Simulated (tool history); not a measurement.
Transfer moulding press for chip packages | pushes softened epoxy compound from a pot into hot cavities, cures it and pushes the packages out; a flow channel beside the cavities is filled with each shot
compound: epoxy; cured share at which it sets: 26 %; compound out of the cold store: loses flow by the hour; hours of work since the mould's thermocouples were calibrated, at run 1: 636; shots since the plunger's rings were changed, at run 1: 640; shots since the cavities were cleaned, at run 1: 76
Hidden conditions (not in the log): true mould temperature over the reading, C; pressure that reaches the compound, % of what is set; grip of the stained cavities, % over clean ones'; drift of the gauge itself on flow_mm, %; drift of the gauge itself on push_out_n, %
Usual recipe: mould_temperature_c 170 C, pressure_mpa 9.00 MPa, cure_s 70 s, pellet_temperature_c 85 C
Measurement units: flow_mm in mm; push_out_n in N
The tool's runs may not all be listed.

| run | hour | mould_temperature_c | pressure_mpa | cure_s | pellet_temperature_c | hours of work since the mould's thermocouples were calibrated | shots since the plunger's rings were changed | shots since the cavities were cleaned | incoming compound's hours out of the cold store | flow_mm | push_out_n |
|---|---|---|---|---|---|---|---|---|---|---|---|
| 1 | 0.0 | 170 | 9.00 | 70 | 85 | 636 | 640 | 76 | 27.3 | 782 | 284 |
|  | 38.8 | cavities cleaned with cleaning compound and waxed |
| 2 | 51.1 | 170 | 9.00 | 70 | 85 | 671 | 1546 | 224 | 21.4 | 813 | 285 |
|  | 85.4 | cavities cleaned with cleaning compound and waxed |
| 3 | 107.0 | 170 | 9.00 | 70 | 85 | 708 | 2539 | 395 | 43.3 | 719 | 274 |
|  | 132.6 | cavities cleaned with cleaning compound and waxed |
|  | 152.6 | plunger's sealing rings changed |
| 4 | 157.9 | 170 | 9.00 | 86 | 85 | 741 | 96 | 416 | 23.2 | 802 | 247 |
|  | 182.6 | cavities cleaned with cleaning compound and waxed |
|  | 195.0 | mould's thermocouples calibrated |
|  | 228.8 | cavities cleaned with cleaning compound and waxed |
| 5 | 228.8 | 170 | 9.14 | 70 | 85 | 22 | 1300 | 0 | 39.9 | 735 | 266 |
|  | 271.5 | cavities cleaned with cleaning compound and waxed |
| 6 | 285.4 | 170 | 9.00 | 60 | 85 | 60 | 2306 | 254 | 29.6 | 774 | 353 |
|  | 314.9 | cavities cleaned with cleaning compound and waxed |
|  | 342.5 | plunger's sealing rings changed |
| 7 | 345.6 | 170 | 9.00 | 60 | 85 | 99 | 57 | 516 | 14.3 | 848 | 373 |
|  | 361.5 | cavities cleaned with cleaning compound and waxed |
| 8 | 381.8 | 170 | 9.00 | 60 | 85 | 123 | 690 | 370 | 29.1 | 775 | 362 |
|  | 410.2 | cavities cleaned with cleaning compound and waxed |
| 9 | 424.8 | 170 | 9.00 | 60 | 85 | 152 | 1449 | 267 | 36.7 | 742 | 348 |
|  | 457.2 | cavities cleaned with cleaning compound and waxed |
| 10 | 460.4 | 170 | 9.00 | 60 | 85 | 176 | 2071 | 58 | 16.3 | 835 | 380 |
|  | 501.8 | cavities cleaned with cleaning compound and waxed |
| 11 | 511.9 | 170 | 7.79 | 55 | 85 | 210 | 2985 | 185 | 35.4 | 694 | 433 |
|  | 533.0 | plunger's sealing rings changed |
|  | 547.5 | cavities cleaned with cleaning compound and waxed |
| 12 | 550.9 | 170 | 7.79 | 55 | 85 | 235 | 299 | 62 | 30.0 | 716 | 438 |
|  | 590.8 | cavities cleaned with cleaning compound and waxed |
| 13 | 590.8 | 170 | 7.79 | 55 | 85 | 261 | 1002 | 0 | 39.9 | 679 | 393 |
|  | 635.3 | cavities cleaned with cleaning compound and waxed |
| 14 | 650.7 | 163 | 9.00 | 93 | 85 | 302 | 2068 | 282 | 22.3 | 818 | 269 |
|  | 678.9 | cavities cleaned with cleaning compound and waxed |
| 15 | 708.7 | 165 | 9.00 | 92 | 93 | 341 | 3100 | 544 | 21.0 | 830 | 255 |
|  | 720.0 | plunger's sealing rings changed |
|  | 727.6 | cavities cleaned with cleaning compound and waxed |
| 16 | 767.7 | 165 | 9.00 | 92 | 93 | 379 | 843 | 732 | 46.9 | 711 | 249 |
|  | 772.7 | cavities cleaned with cleaning compound and waxed |
| 17 | 804.4 | 165 | 9.00 | 81 | 84 | 403 | 1486 | 578 | 45.4 | 717 | 275 |
|  | 818.3 | cavities cleaned with cleaning compound and waxed |
| 18 | 844.2 | 170 | 9.03 | 62 | 85 | 430 | 2186 | 473 | 30.3 | 776 | 332 |
|  | 864.6 | cavities cleaned with cleaning compound and waxed |
| 19 | 894.2 | 167 | 8.51 | 74 | 85 | 463 | 3072 | 542 | 42.6 | 701 | 277 |

Predict each of these 3 candidate next runs independently; none follows another, all start after run 19:
|  | 904.9 | plunger's sealing rings changed |
|  | 912.8 | cavities cleaned with cleaning compound and waxed |
| A | 941.3 | 168 | 9.82 | 79 | 85 | 493 | 638 | 521 | 14.5 | ? | ? |
|  | 904.9 | plunger's sealing rings changed |
|  | 912.8 | cavities cleaned with cleaning compound and waxed |
| B | 941.3 | 170 | 7.56 | 70 | 87 | 493 | 638 | 521 | 34.4 | ? | ? |
|  | 904.9 | plunger's sealing rings changed |
|  | 912.8 | cavities cleaned with cleaning compound and waxed |
| C | 941.3 | 170 | 7.79 | 62 | 90 | 493 | 638 | 521 | 35.0 | ? | ? |

| run | flow_mm | push_out_n |
|---|---|---|
| A | 886 | 280 |
| B | 694 | 271 |
| C | 701 | 324 |
Without the tool's hidden state the same runs would have given:
| run | flow_mm | push_out_n |
|---|---|---|
| A | 886 | 278 |
| B | 694 | 269 |
| C | 701 | 322 |
